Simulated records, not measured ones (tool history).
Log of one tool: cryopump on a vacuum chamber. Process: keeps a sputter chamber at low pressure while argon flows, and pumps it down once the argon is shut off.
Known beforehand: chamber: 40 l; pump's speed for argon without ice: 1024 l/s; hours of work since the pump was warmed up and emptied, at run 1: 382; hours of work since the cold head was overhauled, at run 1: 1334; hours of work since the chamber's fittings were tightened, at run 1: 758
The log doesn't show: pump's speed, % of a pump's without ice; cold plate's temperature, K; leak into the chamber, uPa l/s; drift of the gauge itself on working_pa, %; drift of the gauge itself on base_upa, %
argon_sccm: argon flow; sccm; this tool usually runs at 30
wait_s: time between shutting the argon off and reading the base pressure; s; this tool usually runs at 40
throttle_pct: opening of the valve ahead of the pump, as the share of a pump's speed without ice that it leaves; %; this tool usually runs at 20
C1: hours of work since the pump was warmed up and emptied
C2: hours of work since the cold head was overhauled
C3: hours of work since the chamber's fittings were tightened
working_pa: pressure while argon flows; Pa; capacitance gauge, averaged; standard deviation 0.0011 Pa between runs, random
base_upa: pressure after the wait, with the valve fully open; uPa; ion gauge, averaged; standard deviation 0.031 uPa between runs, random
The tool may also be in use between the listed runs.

{"run": 1, "day": 0.0, "argon_sccm": 30, "wait_s": 40, "throttle_pct": 20, "C1": 382, "C2": 1334, "C3": 758, "working_pa": 0.2555, "base_upa": 1.95}
{"run": 2, "day": 1.958, "argon_sccm": 30, "wait_s": 40, "throttle_pct": 20, "C1": 417, "C2": 1369, "C3": 793, "working_pa": 0.2545, "base_upa": 1.94}
{"run": 3, "day": 4.146, "argon_sccm": 30, "wait_s": 40, "throttle_pct": 20, "C1": 456, "C2": 1409, "C3": 832, "working_pa": 0.2556, "base_upa": 1.9}
{"run": 4, "day": 5.358, "argon_sccm": 30, "wait_s": 40, "throttle_pct": 20, "C1": 477, "C2": 1430, "C3": 853, "working_pa": 0.2527, "base_upa": 1.98}
{"run": 5, "day": 6.762, "argon_sccm": 30, "wait_s": 40, "throttle_pct": 20, "C1": 502, "C2": 1455, "C3": 878, "working_pa": 0.2547, "base_upa": 1.97}
{"run": 6, "day": 8.988, "argon_sccm": 30, "wait_s": 40, "throttle_pct": 20, "C1": 542, "C2": 1495, "C3": 918, "working_pa": 0.2571, "base_upa": 2.01}
{"run": 7, "day": 11.404, "argon_sccm": 30, "wait_s": 40, "throttle_pct": 20, "C1": 585, "C2": 1538, "C3": 961, "working_pa": 0.2576, "base_upa": 2}
{"run": 8, "day": 13.779, "argon_sccm": 30, "wait_s": 40, "throttle_pct": 20, "C1": 628, "C2": 1581, "C3": 1004, "working_pa": 0.2596, "base_upa": 2.07}
{"run": 9, "day": 15.775, "argon_sccm": 30, "wait_s": 40, "throttle_pct": 20, "C1": 664, "C2": 1616, "C3": 1040, "working_pa": 0.2582, "base_upa": 2.13}
{"run": 10, "day": 17.371, "argon_sccm": 30, "wait_s": 40, "throttle_pct": 20, "C1": 692, "C2": 1645, "C3": 1068, "working_pa": 0.2581, "base_upa": 2.08}
{"run": 11, "day": 19.571, "argon_sccm": 30, "wait_s": 260, "throttle_pct": 20, "C1": 731, "C2": 1684, "C3": 1107, "working_pa": 0.2609, "base_upa": 0.92}
{"run": 12, "day": 21.004, "argon_sccm": 30, "wait_s": 40, "throttle_pct": 20, "C1": 757, "C2": 1710, "C3": 1133, "working_pa": 0.2619, "base_upa": 2.08}
{"run": 13, "day": 22.904, "argon_sccm": 30, "wait_s": 40, "throttle_pct": 28, "C1": 791, "C2": 1744, "C3": 1167, "working_pa": 0.1913, "base_upa": 2.11}
{"run": 14, "day": 25.362, "argon_sccm": 30, "wait_s": 40, "throttle_pct": 28, "C1": 835, "C2": 1788, "C3": 1211, "working_pa": 0.1902, "base_upa": 2.18}
{"run": 15, "day": 27.388, "argon_sccm": 13, "wait_s": 40, "throttle_pct": 20, "C1": 871, "C2": 1824, "C3": 1247, "working_pa": 0.1154, "base_upa": 2.24}
{"run": 16, "day": 28.821, "argon_sccm": 13, "wait_s": 40, "throttle_pct": 20, "C1": 897, "C2": 1850, "C3": 1273, "working_pa": 0.1146, "base_upa": 2.3}
{"day": 30.825, "done": "pump warmed up, emptied and cooled again"}
{"day": 31.075, "done": "leaking fittings of the chamber tightened, without venting"}
{"run": 17, "day": 31.125, "argon_sccm": 13, "wait_s": 40, "throttle_pct": 20, "C1": 4, "C2": 1886, "C3": 1, "working_pa": 0.1067, "base_upa": 1.74}
{"run": 18, "day": 32.696, "argon_sccm": 28, "wait_s": 40, "throttle_pct": 53, "C1": 32, "C2": 1914, "C3": 29, "working_pa": 0.0876, "base_upa": 1.69}
{"run": 19, "day": 34.467, "argon_sccm": 28, "wait_s": 40, "throttle_pct": 53, "C1": 64, "C2": 1945, "C3": 61, "working_pa": 0.0892, "base_upa": 1.79}
{"run": 20, "day": 35.667, "argon_sccm": 28, "wait_s": 40, "throttle_pct": 53, "C1": 85, "C2": 1967, "C3": 82, "working_pa": 0.0896, "base_upa": 1.69}
{"run": 21, "day": 36.733, "argon_sccm": 40, "wait_s": 99, "throttle_pct": 53, "C1": 104, "C2": 1986, "C3": 101, "working_pa": 0.1283, "base_upa": 0.89}
{"run": 22, "day": 38.083, "argon_sccm": 40, "wait_s": 99, "throttle_pct": 53, "C1": 128, "C2": 2010, "C3": 125, "working_pa": 0.1281, "base_upa": 0.92}
{"run": 23, "day": 39.775, "argon_sccm": 30, "wait_s": 58, "throttle_pct": 20, "C1": 159, "C2": 2040, "C3": 156, "working_pa": 0.2511, "base_upa": 1.33}
{"run": 24, "day": 41.867, "argon_sccm": 30, "wait_s": 54, "throttle_pct": 20, "C1": 196, "C2": 2078, "C3": 193, "working_pa": 0.2515, "base_upa": 1.38}
{"run": 25, "day": 43.058, "argon_sccm": 30, "wait_s": 54, "throttle_pct": 20, "C1": 217, "C2": 2099, "C3": 214, "working_pa": 0.2521, "base_upa": 1.41}
{"run": 26, "day": 44.817, "argon_sccm": 14, "wait_s": 43, "throttle_pct": 43, "C1": 249, "C2": 2130, "C3": 246, "working_pa": 0.055, "base_upa": 1.71}
{"run": 27, "day": 46.283, "argon_sccm": 13, "wait_s": 40, "throttle_pct": 20, "C1": 275, "C2": 2157, "C3": 272, "working_pa": 0.109, "base_upa": 1.82}
{"run": 28, "day": 48.233, "argon_sccm": 13, "wait_s": 40, "throttle_pct": 20, "C1": 310, "C2": 2191, "C3": 307, "working_pa": 0.1099, "base_upa": 1.86}
{"run": 29, "day": 49.438, "argon_sccm": 23, "wait_s": 170, "throttle_pct": 33, "C1": 331, "C2": 2213, "C3": 328, "working_pa": 0.1198, "base_upa": 0.79}
{"run": 30, "day": 51.775, "argon_sccm": 58, "wait_s": 40, "throttle_pct": 20, "C1": 373, "C2": 2255, "C3": 370, "working_pa": 0.4924, "base_upa": 1.76}
{"run": 31, "day": 54.242, "argon_sccm": 58, "wait_s": 40, "throttle_pct": 20, "C1": 417, "C2": 2299, "C3": 414, "working_pa": 0.4922, "base_upa": 1.83}
{"run": 32, "day": 55.692, "argon_sccm": 58, "wait_s": 92, "throttle_pct": 23, "C1": 443, "C2": 2325, "C3": 440, "working_pa": 0.4285, "base_upa": 1.12}
{"run": 33, "day": 58.088, "argon_sccm": 15, "wait_s": 22, "throttle_pct": 54, "C1": 486, "C2": 2368, "C3": 483, "working_pa": 0.0498, "base_upa": 3.06}

What differs in the tool's unlogged condition from the final listed run ahead of each entry between runs to the first listed run following it?
From run 16 to run 17: pump warmed up, emptied and cooled again (day 30.825); leaking fittings of the chamber tightened, without venting (day 31.075)
  pump's speed, % of a pump's without ice: 77.2 -> 99.7; cold plate's temperature, K: 12.98 -> 12.99; leak into the chamber, uPa l/s: 633 -> 314
  measured minus no-state result, working_pa: +0.0069 -> +0.0005 Pa; base_upa: +0.55 -> +0.02 uPa

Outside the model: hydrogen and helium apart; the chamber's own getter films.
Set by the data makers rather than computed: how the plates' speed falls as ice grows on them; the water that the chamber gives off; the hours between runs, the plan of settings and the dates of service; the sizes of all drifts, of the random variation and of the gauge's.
